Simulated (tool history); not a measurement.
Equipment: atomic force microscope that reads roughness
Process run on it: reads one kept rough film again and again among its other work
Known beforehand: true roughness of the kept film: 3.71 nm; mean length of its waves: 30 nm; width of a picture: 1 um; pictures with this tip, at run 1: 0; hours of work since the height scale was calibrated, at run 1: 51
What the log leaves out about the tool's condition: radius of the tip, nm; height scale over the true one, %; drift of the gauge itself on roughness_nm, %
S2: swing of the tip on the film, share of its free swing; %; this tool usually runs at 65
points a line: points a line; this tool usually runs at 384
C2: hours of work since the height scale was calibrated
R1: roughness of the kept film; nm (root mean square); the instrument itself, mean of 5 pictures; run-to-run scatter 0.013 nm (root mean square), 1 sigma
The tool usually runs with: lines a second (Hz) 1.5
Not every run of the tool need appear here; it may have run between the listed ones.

run 1 hour=0 | lines_a_second_(Hz)=1.5 S2=65 points_a_line=384 | pictures_with_this_tip=0 C2=51 | R1=3.016
run 2 hour=8.3 | lines_a_second_(Hz)=1.5 S2=62 points_a_line=384 | pictures_with_this_tip=10 C2=55 | R1=3.037
run 3 hour=13.8 | lines_a_second_(Hz)=1.5 S2=62 points_a_line=384 | pictures_with_this_tip=17 C2=58 | R1=3.004
run 4 hour=20.4 | lines_a_second_(Hz)=1.5 S2=62 points_a_line=384 | pictures_with_this_tip=25 C2=61 | R1=3.043
run 5 hour=28.3 | lines_a_second_(Hz)=1.5 S2=62 points_a_line=384 | pictures_with_this_tip=34 C2=65 | R1=3.029
run 6 hour=33.1 | lines_a_second_(Hz)=1.5 S2=62 points_a_line=384 | pictures_with_this_tip=40 C2=67 | R1=3.015
run 7 hour=40.7 | lines_a_second_(Hz)=1.5 S2=62 points_a_line=384 | pictures_with_this_tip=49 C2=70 | R1=3.02
run 8 hour=50.1 | lines_a_second_(Hz)=1.5 S2=62 points_a_line=384 | pictures_with_this_tip=61 C2=75 | R1=2.998
run 9 hour=57.3 | lines_a_second_(Hz)=1.5 S2=65 points_a_line=384 | pictures_with_this_tip=69 C2=78 | R1=2.977
run 10 hour=66.2 | lines_a_second_(Hz)=1.5 S2=65 points_a_line=384 | pictures_with_this_tip=80 C2=82 | R1=2.98
-- hour=68.3 new tip fitted
run 11 hour=74.2 | lines_a_second_(Hz)=1.5 S2=65 points_a_line=384 | pictures_with_this_tip=7 C2=86 | R1=3.007
run 12 hour=82.3 | lines_a_second_(Hz)=1.5 S2=65 points_a_line=996 | pictures_with_this_tip=17 C2=90 | R1=3.04
run 13 hour=91.4 | lines_a_second_(Hz)=1.5 S2=65 points_a_line=384 | pictures_with_this_tip=28 C2=94 | R1=3.029
run 14 hour=100.2 | lines_a_second_(Hz)=2.14 S2=65 points_a_line=384 | pictures_with_this_tip=39 C2=98 | R1=2.948
run 15 hour=107.9 | lines_a_second_(Hz)=2.14 S2=65 points_a_line=384 | pictures_with_this_tip=48 C2=101 | R1=2.933
run 16 hour=114.7 | lines_a_second_(Hz)=2.14 S2=65 points_a_line=384 | pictures_with_this_tip=57 C2=105 | R1=2.931
run 17 hour=124 | lines_a_second_(Hz)=2.14 S2=65 points_a_line=384 | pictures_with_this_tip=68 C2=109 | R1=2.918
run 18 hour=128.6 | lines_a_second_(Hz)=1.5 S2=71 points_a_line=384 | pictures_with_this_tip=73 C2=111 | R1=2.929
-- hour=136.2 new tip fitted
run 19 hour=136.8 | lines_a_second_(Hz)=1.5 S2=65 points_a_line=384 | pictures_with_this_tip=1 C2=115 | R1=2.988
run 20 hour=141.7 | lines_a_second_(Hz)=1.5 S2=65 points_a_line=384 | pictures_with_this_tip=7 C2=117 | R1=3
run 21 hour=151.4 | lines_a_second_(Hz)=1.5 S2=65 points_a_line=384 | pictures_with_this_tip=18 C2=122 | R1=3.026
run 22 hour=160.1 | lines_a_second_(Hz)=1.5 S2=65 points_a_line=384 | pictures_with_this_tip=29 C2=126 | R1=2.991
run 23 hour=168.8 | lines_a_second_(Hz)=1.5 S2=65 points_a_line=384 | pictures_with_this_tip=40 C2=130 | R1=3.016
run 24 hour=174 | lines_a_second_(Hz)=1.5 S2=65 points_a_line=384 | pictures_with_this_tip=46 C2=132 | R1=3
run 25 hour=179.5 | lines_a_second_(Hz)=2.71 S2=60 points_a_line=348 | pictures_with_this_tip=53 C2=135 | R1=2.93
run 26 hour=187.5 | lines_a_second_(Hz)=1.49 S2=64 points_a_line=271 | pictures_with_this_tip=62 C2=138 | R1=2.986
run 27 hour=197.1 | lines_a_second_(Hz)=2.44 S2=64 points_a_line=271 | pictures_with_this_tip=74 C2=143 | R1=2.893
run 28 hour=202.2 | lines_a_second_(Hz)=2.44 S2=64 points_a_line=271 | pictures_with_this_tip=80 C2=145 | R1=2.895
-- hour=204.2 new tip fitted
run 29 hour=211.9 | lines_a_second_(Hz)=3.12 S2=69 points_a_line=588 | pictures_with_this_tip=9 C2=150 | R1=2.781
run 30 hour=218.8 | lines_a_second_(Hz)=3.12 S2=58 points_a_line=436 | pictures_with_this_tip=18 C2=153 | R1=2.971
run 31 hour=225.6 | lines_a_second_(Hz)=3.12 S2=58 points_a_line=436 | pictures_with_this_tip=26 C2=156 | R1=2.955
run 32 hour=231 | lines_a_second_(Hz)=0.51 S2=79 points_a_line=299 | pictures_with_this_tip=33 C2=159 | R1=3.018
run 33 hour=238.1 | lines_a_second_(Hz)=1.64 S2=57 points_a_line=384 | pictures_with_this_tip=41 C2=162 | R1=3.053
run 34 hour=246.6 | lines_a_second_(Hz)=1.64 S2=57 points_a_line=384 | pictures_with_this_tip=52 C2=166 | R1=3.051
run 35 hour=252.4 | lines_a_second_(Hz)=1.64 S2=57 points_a_line=498 | pictures_with_this_tip=59 C2=169 | R1=3.048
run 36 hour=256.7 | lines_a_second_(Hz)=2.77 S2=66 points_a_line=349 | pictures_with_this_tip=64 C2=171 | R1=2.855
run 37 hour=260.9 | lines_a_second_(Hz)=1.6 S2=66 points_a_line=863 | pictures_with_this_tip=69 C2=173 | R1=2.977
run 38 hour=269.5 | lines_a_second_(Hz)=1.27 S2=57 points_a_line=974 | pictures_with_this_tip=79 C2=177 | R1=3.085
-- hour=272 new tip fitted
run 39 hour=278.5 | lines_a_second_(Hz)=1.27 S2=57 points_a_line=974 | pictures_with_this_tip=8 C2=181 | R1=3.128
run 40 hour=287.1 | lines_a_second_(Hz)=1.5 S2=85 points_a_line=384 | pictures_with_this_tip=18 C2=185 | R1=2.735
run 41 hour=293 | lines_a_second_(Hz)=0.67 S2=80 points_a_line=705 | pictures_with_this_tip=25 C2=187 | R1=3.01
run 42 hour=299.6 | lines_a_second_(Hz)=1.59 S2=83 points_a_line=384 | pictures_with_this_tip=33 C2=190 | R1=2.764
run 43 hour=308 | lines_a_second_(Hz)=0.55 S2=65 points_a_line=692 | pictures_with_this_tip=43 C2=194 | R1=3.119
run 44 hour=316.8 | lines_a_second_(Hz)=1.29 S2=59 points_a_line=286 | pictures_with_this_tip=54 C2=198 | R1=3.02
run 45 hour=326.1 | lines_a_second_(Hz)=0.56 S2=76 points_a_line=731 | pictures_with_this_tip=65 C2=203 | R1=3.047
run 46 hour=334.3 | lines_a_second_(Hz)=0.56 S2=76 points_a_line=731 | pictures_with_this_tip=75 C2=207 | R1=3.059
-- hour=340.1 new tip fitted
run 47 hour=343.5 | lines_a_second_(Hz)=0.54 S2=62 points_a_line=318 | pictures_with_this_tip=4 C2=211 | R1=3.12

How the hidden state differs across the entries between the runs, from the last listed run before each to the first after it:
Logged between run 10 and run 11: new tip fitted (hour 68.3)
  radius of the tip, nm: 10.4 -> 10
  what was measured, less what the result would be without the hidden state, R1: -0.015 -> -0.001 nm (root mean square)
Logged between run 18 and run 19: new tip fitted (hour 136.2)
  radius of the tip, nm: 10.3 -> 10
  what was measured, less what the result would be without the hidden state, R1: -0.013 -> +0 nm (root mean square)
Logged between run 28 and run 29: new tip fitted (hour 204.2)
  radius of the tip, nm: 10.4 -> 10
  what was measured, less what the result would be without the hidden state, R1: -0.015 -> -0.001 nm (root mean square)
Logged between run 38 and run 39: new tip fitted (hour 272)
  radius of the tip, nm: 10.4 -> 10
  what was measured, less what the result would be without the hidden state, R1: -0.015 -> -0.001 nm (root mean square)
Logged between run 46 and run 47: new tip fitted (hour 340.1)
  radius of the tip, nm: 10.3 -> 10
  what was measured, less what the result would be without the hidden state, R1: -0.015 -> +0 nm (root mean square)
